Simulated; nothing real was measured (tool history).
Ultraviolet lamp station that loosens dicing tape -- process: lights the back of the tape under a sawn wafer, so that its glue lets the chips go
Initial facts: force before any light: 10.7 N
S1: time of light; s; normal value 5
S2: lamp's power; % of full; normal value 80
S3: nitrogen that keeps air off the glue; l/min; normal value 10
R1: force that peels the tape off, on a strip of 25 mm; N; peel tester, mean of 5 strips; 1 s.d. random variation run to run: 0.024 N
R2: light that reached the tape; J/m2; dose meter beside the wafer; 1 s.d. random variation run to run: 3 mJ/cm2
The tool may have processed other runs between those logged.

run	hour	S1	S2	S3	R1	R2
1	0	5	80	10	2.466	2850
2	46.3	5	80	10	2.592	2760
3	86.2	5	80	10	2.7	2660
4	146.8	5	80	10	2.934	2510
5	207.5	5	80	10	3.073	2340
6	258.3	5	80	10	3.429	2190
# hour 290.3: lamp changed
# hour 310.3: window cleaned of glue's vapour
7	332.3	5	80	4	2.392	4190
8	397.9	5	80	10	1.391	3980
9	455.8	5	80	5	2.475	3840
10	525.2	5	80	5	2.488	3630
11	563.8	5	80	5	2.721	3560
12	612.1	5	80	10	1.862	3360
13	671.2	5	80	10	2.08	3210
14	711	5	80	10	2.154	3120
15	744.5	5	80	10	2.311	3010
16	792.6	5	80	10	2.272	2910
17	827.9	5	80	10	2.546	2840
18	863.4	5	80	10	2.637	2710
# hour 918.1: window cleaned of glue's vapour
19	924.6	5	72	10	2.741	2590
20	996.9	5	66	10	3.202	2240
21	1066.7	5	80	10	2.858	2580
# hour 1105.3: lamp changed
22	1107.2	5	80	10	1.335	4180
23	1177.4	5	80	10	1.387	3960
24	1218.9	3	94	6	3.309	2690
25	1289	3	94	6	3.584	2540
26	1347.9	3	78	3	5.65	2000
27	1425.1	6	61	17	1.675	3000
28	1458.9	6	61	17	1.804	2900
29	1516.5	6	61	17	1.889	2790
# hour 1524.6: window cleaned of glue's vapour
30	1597.1	6	61	9	2.393	2950

Expected results for the next run?
31	1638.4	5	63	10	?	?

{"run 31": {"R1": 2.922, "R2": 2430}}
Take away the tool's hidden state, keep the run-to-run variation as it was, and the same run would have given R1 1.809 N, R2 3390 J/m2.
